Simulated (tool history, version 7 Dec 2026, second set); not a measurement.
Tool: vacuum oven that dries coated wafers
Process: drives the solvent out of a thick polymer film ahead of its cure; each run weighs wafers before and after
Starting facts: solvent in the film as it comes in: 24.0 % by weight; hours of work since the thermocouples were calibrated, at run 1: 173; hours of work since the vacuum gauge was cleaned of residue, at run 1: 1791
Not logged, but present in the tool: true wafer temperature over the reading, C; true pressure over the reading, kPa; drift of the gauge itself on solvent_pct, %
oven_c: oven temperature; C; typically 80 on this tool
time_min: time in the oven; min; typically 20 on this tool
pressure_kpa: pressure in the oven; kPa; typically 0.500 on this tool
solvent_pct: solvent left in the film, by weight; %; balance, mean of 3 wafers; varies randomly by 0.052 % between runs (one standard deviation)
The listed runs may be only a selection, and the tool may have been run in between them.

run    hour  oven_c  time_min  pressure_kpa  hours of work since the thermocouples were calibrated  hours of work since the vacuum gauge was cleaned of residue  solvent_pct
  1     0.0      80        20         0.500                                                    173                                                         1791         1.63
  2    74.7      80        22         0.500                                                    228                                                         1846         1.53
  3   155.5      80        20         0.988                                                    287                                                         1905         2.15
  4   201.0      80        20         0.988                                                    321                                                         1939         2.15
  5   284.9      80        20         0.988                                                    382                                                         2000         1.96
  6   343.1      80        20         0.988                                                    425                                                         2043         2.08
  7   414.0      80        20         0.988                                                    477                                                         2095         2.14
  8   519.0      80        20         0.988                                                    554                                                         2172         2.08
  9   613.5      67        20         0.988                                                    623                                                         2241         5.73
 10   709.3      67        20         0.988                                                    693                                                         2312         5.71
 11   792.0      67        20         0.988                                                    754                                                         2372         5.63
 12   866.1      80        20         1.748                                                    808                                                         2427         2.54
 13   915.6      80        20         1.748                                                    845                                                         2463         2.44
 14  1001.4      80        20         1.659                                                    908                                                         2526         2.48
 15  1086.6      80        20         0.500                                                    970                                                         2588         1.65
 16  1161.7      80        20         0.500                                                   1025                                                         2643         1.67
 17  1267.3      80        20         0.500                                                   1103                                                         2721         1.62
     1290.1  -- oven's thermocouples calibrated
 18  1338.4      80        20         0.500                                                     35                                                         2772         2.24
 19  1443.4      77        20         0.500                                                    112                                                         2849         2.84
 20  1541.8      77        20         0.500                                                    185                                                         2921         2.84
 21  1592.6      77        20         0.500                                                    222                                                         2958         2.75
     1654.9  -- vacuum gauge cleaned of residue and calibrated
 22  1659.9      77        15         0.411                                                    270                                                            4         3.22
 23  1750.4      71        16         0.411                                                    337                                                           70         4.60
 24  1835.9      71        16         0.411                                                    399                                                          133         4.63
 25  1930.7      71        13         0.705                                                    469                                                          202         6.13
 26  2003.3      71        13         0.705                                                    522                                                          256         6.15
 27  2070.5      71        13         0.705                                                    571                                                          305         6.17
 28  2153.3      71        35         0.756                                                    632                                                          366         1.60
 29  2210.9      80        15         0.405                                                    674                                                          408         2.14
 30  2265.7      80        14         1.819                                                    715                                                          448         3.32
 31  2343.0      71        22         0.585                                                    771                                                          505         2.93

Below are 4 alternative next runs, each starting from the tool's condition after run 31. Predict each:
  A  2408.4      81        11         0.500                                                    819                                                          553            ?
  B  2408.4      86        20         0.500                                                    819                                                          553            ?
  C  2408.4      71        22         1.976                                                    819                                                          553            ?
  D  2408.4      80        21         0.500                                                    819                                                          553            ?

run  solvent_pct
  A         3.46
  B         0.61
  C         4.23
  D         1.13
With the hidden condition removed and each run's random variation left untouched, the same runs would have given:
run  solvent_pct
  A         3.65
  B         0.56
  C         4.37
  D         1.12
